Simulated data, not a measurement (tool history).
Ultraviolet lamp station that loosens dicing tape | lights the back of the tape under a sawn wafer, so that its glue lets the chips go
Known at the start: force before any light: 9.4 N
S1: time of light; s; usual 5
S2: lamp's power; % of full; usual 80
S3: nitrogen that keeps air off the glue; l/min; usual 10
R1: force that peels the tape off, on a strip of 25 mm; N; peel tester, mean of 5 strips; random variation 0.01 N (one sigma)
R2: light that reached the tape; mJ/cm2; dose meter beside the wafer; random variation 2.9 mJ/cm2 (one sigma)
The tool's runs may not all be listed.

run	hour	S1	S2	S3	R1	R2
1	0.0	5	80	10	0.686	343
2	9.5	5	80	10	0.696	339
# hour 20.1: window cleaned of glue's vapour
3	22.3	3	80	10	1.959	189
4	38.9	5	80	7	1.059	312
5	47.5	5	80	10	0.832	310
6	57.7	4	80	10	1.228	249
7	65.8	5	80	10	0.827	303
8	80.3	5	95	10	0.614	359
9	95.8	5	95	10	0.625	356
# hour 97.5: window cleaned of glue's vapour, once more
10	103.8	5	95	10	0.369	468
11	114.7	5	95	10	0.389	463
12	121.7	5	95	10	0.372	459
13	134.4	5	85	19	0.340	413
14	146.5	5	61	20	0.596	290
15	160.1	4	75	7	1.232	283
16	167.2	4	75	18	0.658	284
17	180.2	4	75	18	0.665	279
18	191.0	5	70	8	0.834	327
19	202.1	3	80	10	1.477	224
20	215.0	5	80	7	0.733	369
21	224.6	5	80	7	0.752	367
22	235.3	8	65	7	0.469	480
23	249.0	5	94	9	0.467	430
24	258.9	5	99	16	0.333	452

3 ways to go on from here, each from the tool as it stands after run 24. What would each give?
A	268.9	6	89	16	?	?
B	268.9	8	80	17	?	?
C	268.9	5	99	3	?	?

run	R1	R2
A	0.296	480
B	0.247	580
C	0.966	444
Without the tool's hidden state the same runs would have given:
run	R1	R2
A	0.258	568
B	0.233	687
C	0.694	526
